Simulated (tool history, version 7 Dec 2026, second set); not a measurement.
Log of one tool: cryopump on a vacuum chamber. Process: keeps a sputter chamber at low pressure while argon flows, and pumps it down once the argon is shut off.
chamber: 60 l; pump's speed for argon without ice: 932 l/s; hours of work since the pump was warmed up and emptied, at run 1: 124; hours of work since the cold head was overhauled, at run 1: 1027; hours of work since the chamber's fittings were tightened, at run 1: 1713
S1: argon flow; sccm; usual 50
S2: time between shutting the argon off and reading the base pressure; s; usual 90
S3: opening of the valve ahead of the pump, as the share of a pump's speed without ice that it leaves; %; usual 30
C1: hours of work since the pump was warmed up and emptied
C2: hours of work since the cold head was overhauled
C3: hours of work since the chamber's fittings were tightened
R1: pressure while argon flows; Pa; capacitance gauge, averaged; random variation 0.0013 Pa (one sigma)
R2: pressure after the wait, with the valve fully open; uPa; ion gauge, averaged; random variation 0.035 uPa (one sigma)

{"run": 1, "day": 0.0, "S1": 50, "S2": 90, "S3": 30, "C1": 124, "C2": 1027, "C3": 1713, "R1": 0.3057, "R2": 3.08}
{"run": 2, "day": 1.258, "S1": 50, "S2": 90, "S3": 30, "C1": 151, "C2": 1053, "C3": 1739, "R1": 0.3057, "R2": 3.21}
{"run": 3, "day": 3.671, "S1": 50, "S2": 103, "S3": 30, "C1": 201, "C2": 1104, "C3": 1789, "R1": 0.3095, "R2": 3.04}
{"run": 4, "day": 6.4, "S1": 50, "S2": 103, "S3": 30, "C1": 258, "C2": 1160, "C3": 1846, "R1": 0.3108, "R2": 3.03}
{"run": 5, "day": 8.85, "S1": 50, "S2": 103, "S3": 30, "C1": 309, "C2": 1211, "C3": 1897, "R1": 0.313, "R2": 3.25}
{"run": 6, "day": 10.792, "S1": 50, "S2": 90, "S3": 30, "C1": 349, "C2": 1252, "C3": 1937, "R1": 0.316, "R2": 3.44}
{"run": 7, "day": 12.308, "S1": 50, "S2": 90, "S3": 25, "C1": 381, "C2": 1283, "C3": 1969, "R1": 0.3761, "R2": 3.5}
{"run": 8, "day": 14.012, "S1": 50, "S2": 90, "S3": 25, "C1": 416, "C2": 1319, "C3": 2004, "R1": 0.378, "R2": 3.58}
{"run": 9, "day": 15.633, "S1": 50, "S2": 90, "S3": 25, "C1": 450, "C2": 1353, "C3": 2038, "R1": 0.379, "R2": 3.54}
{"run": 10, "day": 16.762, "S1": 50, "S2": 90, "S3": 25, "C1": 473, "C2": 1376, "C3": 2062, "R1": 0.3801, "R2": 3.65}
{"run": 11, "day": 18.996, "S1": 50, "S2": 90, "S3": 25, "C1": 520, "C2": 1423, "C3": 2108, "R1": 0.3832, "R2": 3.61}
{"run": 12, "day": 21.058, "S1": 50, "S2": 90, "S3": 25, "C1": 563, "C2": 1466, "C3": 2151, "R1": 0.3879, "R2": 3.79}
{"run": 13, "day": 22.842, "S1": 50, "S2": 56, "S3": 30, "C1": 600, "C2": 1503, "C3": 2188, "R1": 0.3252, "R2": 4.68}
{"run": 14, "day": 25.492, "S1": 50, "S2": 90, "S3": 30, "C1": 655, "C2": 1558, "C3": 2243, "R1": 0.332, "R2": 3.95}
{"run": 15, "day": 27.604, "S1": 50, "S2": 90, "S3": 30, "C1": 699, "C2": 1602, "C3": 2287, "R1": 0.3304, "R2": 3.98}
{"run": 16, "day": 28.862, "S1": 50, "S2": 90, "S3": 30, "C1": 725, "C2": 1628, "C3": 2313, "R1": 0.3363, "R2": 3.97}
{"run": 17, "day": 30.204, "S1": 50, "S2": 90, "S3": 30, "C1": 753, "C2": 1656, "C3": 2341, "R1": 0.334, "R2": 4.04}
{"run": 18, "day": 31.862, "S1": 50, "S2": 90, "S3": 30, "C1": 788, "C2": 1690, "C3": 2376, "R1": 0.3373, "R2": 4.14}
{"run": 19, "day": 32.975, "S1": 63, "S2": 90, "S3": 49, "C1": 811, "C2": 1714, "C3": 2399, "R1": 0.2807, "R2": 4.23}
{"run": 20, "day": 35.138, "S1": 63, "S2": 90, "S3": 24, "C1": 856, "C2": 1759, "C3": 2444, "R1": 0.525, "R2": 4.4}
{"run": 21, "day": 36.7, "S1": 63, "S2": 90, "S3": 24, "C1": 888, "C2": 1791, "C3": 2477, "R1": 0.5292, "R2": 4.46}
{"day": 37.329, "done": "pump warmed up, emptied and cooled again"}
{"run": 22, "day": 38.067, "S1": 63, "S2": 90, "S3": 24, "C1": 15, "C2": 1815, "C3": 2501, "R1": 0.4786, "R2": 3.62}
{"run": 23, "day": 39.525, "S1": 63, "S2": 122, "S3": 20, "C1": 46, "C2": 1846, "C3": 2531, "R1": 0.5719, "R2": 3.14}
{"run": 24, "day": 41.271, "S1": 78, "S2": 56, "S3": 46, "C1": 82, "C2": 1882, "C3": 2567, "R1": 0.3149, "R2": 4.64}
{"run": 25, "day": 43.783, "S1": 81, "S2": 89, "S3": 54, "C1": 134, "C2": 1934, "C3": 2620, "R1": 0.2828, "R2": 3.71}
{"run": 26, "day": 44.971, "S1": 92, "S2": 90, "S3": 30, "C1": 159, "C2": 1959, "C3": 2644, "R1": 0.5705, "R2": 3.78}
{"run": 27, "day": 47.154, "S1": 35, "S2": 94, "S3": 23, "C1": 205, "C2": 2004, "C3": 2690, "R1": 0.2814, "R2": 3.77}
{"run": 28, "day": 48.583, "S1": 35, "S2": 23, "S3": 23, "C1": 234, "C2": 2034, "C3": 2720, "R1": 0.2832, "R2": 8.84}
{"run": 29, "day": 50.0, "S1": 50, "S2": 42, "S3": 16, "C1": 264, "C2": 2064, "C3": 2749, "R1": 0.5766, "R2": 5.84}
{"run": 30, "day": 51.196, "S1": 31, "S2": 26, "S3": 25, "C1": 289, "C2": 2089, "C3": 2774, "R1": 0.2326, "R2": 7.63}
{"run": 31, "day": 53.858, "S1": 98, "S2": 187, "S3": 35, "C1": 344, "C2": 2144, "C3": 2829, "R1": 0.5362, "R2": 3.2}
{"run": 32, "day": 55.821, "S1": 98, "S2": 187, "S3": 25, "C1": 385, "C2": 2185, "C3": 2870, "R1": 0.7437, "R2": 3.34}
{"run": 33, "day": 57.517, "S1": 23, "S2": 96, "S3": 24, "C1": 420, "C2": 2220, "C3": 2906, "R1": 0.1836, "R2": 4.02}
{"run": 34, "day": 60.229, "S1": 37, "S2": 184, "S3": 24, "C1": 477, "C2": 2277, "C3": 2962, "R1": 0.2937, "R2": 3.59}

Forecast each of these 4 alternatives for the next run:
{"day": 61.946, "done": "leaking fittings of the chamber tightened, without venting"}
{"run": "A", "day": 61.946, "S1": 60, "S2": 184, "S3": 29, "C1": 511, "C2": 2311, "C3": 0, "R1": "?", "R2": "?"}
{"day": 61.946, "done": "leaking fittings of the chamber tightened, without venting"}
{"run": "B", "day": 61.946, "S1": 79, "S2": 184, "S3": 40, "C1": 511, "C2": 2311, "C3": 0, "R1": "?", "R2": "?"}
{"day": 61.946, "done": "leaking fittings of the chamber tightened, without venting"}
{"run": "C", "day": 61.946, "S1": 50, "S2": 90, "S3": 18, "C1": 511, "C2": 2311, "C3": 0, "R1": "?", "R2": "?"}
{"day": 61.946, "done": "leaking fittings of the chamber tightened, without venting"}
{"run": "D", "day": 61.946, "S1": 20, "S2": 207, "S3": 21, "C1": 511, "C2": 2311, "C3": 0, "R1": "?", "R2": "?"}

run=A R1=0.4002 R2=1.25
run=B R1=0.393 R2=1.24
run=C R1=0.5255 R2=1.99
run=D R1=0.1837 R2=1.04
Without the tool's hidden state the same runs would have given:
run=A R1=0.3731 R2=1.17
run=B R1=0.3574 R2=1.16
run=C R1=0.5029 R2=1.91
run=D R1=0.1746 R2=0.96
